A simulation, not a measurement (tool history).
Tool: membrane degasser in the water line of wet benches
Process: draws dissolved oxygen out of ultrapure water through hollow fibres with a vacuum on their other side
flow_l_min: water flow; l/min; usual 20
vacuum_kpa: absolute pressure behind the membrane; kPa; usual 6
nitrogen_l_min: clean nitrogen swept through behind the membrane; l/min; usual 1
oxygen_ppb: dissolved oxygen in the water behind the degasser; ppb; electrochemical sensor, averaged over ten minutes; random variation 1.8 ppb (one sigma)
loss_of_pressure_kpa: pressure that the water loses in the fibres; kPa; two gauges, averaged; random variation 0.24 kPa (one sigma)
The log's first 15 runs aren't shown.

{"run": 16, "hour": 635.7, "flow_l_min": 13, "vacuum_kpa": 6, "nitrogen_l_min": 1, "oxygen_ppb": 112.4, "loss_of_pressure_kpa": 40.41}
{"run": 17, "hour": 675.2, "flow_l_min": 16, "vacuum_kpa": 12.97, "nitrogen_l_min": 0.93, "oxygen_ppb": 411.8, "loss_of_pressure_kpa": 49.52}
{"run": 18, "hour": 713.3, "flow_l_min": 16, "vacuum_kpa": 12.97, "nitrogen_l_min": 0.93, "oxygen_ppb": 411.9, "loss_of_pressure_kpa": 49.65}
{"run": 19, "hour": 748.9, "flow_l_min": 17, "vacuum_kpa": 6, "nitrogen_l_min": 1.75, "oxygen_ppb": 110.5, "loss_of_pressure_kpa": 53}
{"hour": 754.6, "done": "vacuum gauge calibrated"}
{"run": 20, "hour": 790.9, "flow_l_min": 27, "vacuum_kpa": 10.62, "nitrogen_l_min": 0.68, "oxygen_ppb": 646.5, "loss_of_pressure_kpa": 83.92}
{"run": 21, "hour": 822.0, "flow_l_min": 27, "vacuum_kpa": 10.62, "nitrogen_l_min": 0.68, "oxygen_ppb": 653.3, "loss_of_pressure_kpa": 83.32}
{"run": 22, "hour": 846.0, "flow_l_min": 27, "vacuum_kpa": 4.09, "nitrogen_l_min": 1.08, "oxygen_ppb": 144.4, "loss_of_pressure_kpa": 83.5}
{"run": 23, "hour": 901.7, "flow_l_min": 22, "vacuum_kpa": 13.86, "nitrogen_l_min": 1.44, "oxygen_ppb": 423.6, "loss_of_pressure_kpa": 68.25}
{"hour": 933.5, "done": "vacuum gauge calibrated, once more"}
{"run": 24, "hour": 935.9, "flow_l_min": 15, "vacuum_kpa": 6, "nitrogen_l_min": 1.21, "oxygen_ppb": 115.4, "loss_of_pressure_kpa": 46.42}
{"run": 25, "hour": 969.7, "flow_l_min": 20, "vacuum_kpa": 5.75, "nitrogen_l_min": 0.5, "oxygen_ppb": 257.5, "loss_of_pressure_kpa": 62.01}
{"run": 26, "hour": 1024.7, "flow_l_min": 15, "vacuum_kpa": 5.75, "nitrogen_l_min": 1.26, "oxygen_ppb": 107.8, "loss_of_pressure_kpa": 46.17}
{"run": 27, "hour": 1081.2, "flow_l_min": 15, "vacuum_kpa": 5.75, "nitrogen_l_min": 1.26, "oxygen_ppb": 108.5, "loss_of_pressure_kpa": 46.9}
{"run": 28, "hour": 1117.8, "flow_l_min": 15, "vacuum_kpa": 5.75, "nitrogen_l_min": 1.26, "oxygen_ppb": 108.7, "loss_of_pressure_kpa": 46.72}
{"run": 29, "hour": 1166.4, "flow_l_min": 32, "vacuum_kpa": 5.75, "nitrogen_l_min": 1.26, "oxygen_ppb": 258.3, "loss_of_pressure_kpa": 98.95}
{"run": 30, "hour": 1210.2, "flow_l_min": 32, "vacuum_kpa": 5.75, "nitrogen_l_min": 1.26, "oxygen_ppb": 252, "loss_of_pressure_kpa": 99.18}
{"run": 31, "hour": 1255.4, "flow_l_min": 32, "vacuum_kpa": 5.75, "nitrogen_l_min": 1.26, "oxygen_ppb": 255.2, "loss_of_pressure_kpa": 99.19}
{"run": 32, "hour": 1309.5, "flow_l_min": 32, "vacuum_kpa": 5.75, "nitrogen_l_min": 1.26, "oxygen_ppb": 254.2, "loss_of_pressure_kpa": 99.28}

Forecast each of these 3 alternatives for the next run:
{"run": "A", "hour": 1342.7, "flow_l_min": 32, "vacuum_kpa": 5.75, "nitrogen_l_min": 1.26, "oxygen_ppb": "?", "loss_of_pressure_kpa": "?"}
{"run": "B", "hour": 1342.7, "flow_l_min": 18, "vacuum_kpa": 9.56, "nitrogen_l_min": 1.26, "oxygen_ppb": "?", "loss_of_pressure_kpa": "?"}
{"run": "C", "hour": 1342.7, "flow_l_min": 29, "vacuum_kpa": 6, "nitrogen_l_min": 1.06, "oxygen_ppb": "?", "loss_of_pressure_kpa": "?"}

run=A oxygen_ppb=255.4 loss_of_pressure_kpa=99.63
run=B oxygen_ppb=252.3 loss_of_pressure_kpa=56.12
run=C oxygen_ppb=261.7 loss_of_pressure_kpa=89.99
Without the tool's hidden state the same runs would have given:
run=A oxygen_ppb=243.3 loss_of_pressure_kpa=97.5
run=B oxygen_ppb=245.9 loss_of_pressure_kpa=54.92
run=C oxygen_ppb=250.7 loss_of_pressure_kpa=88.07
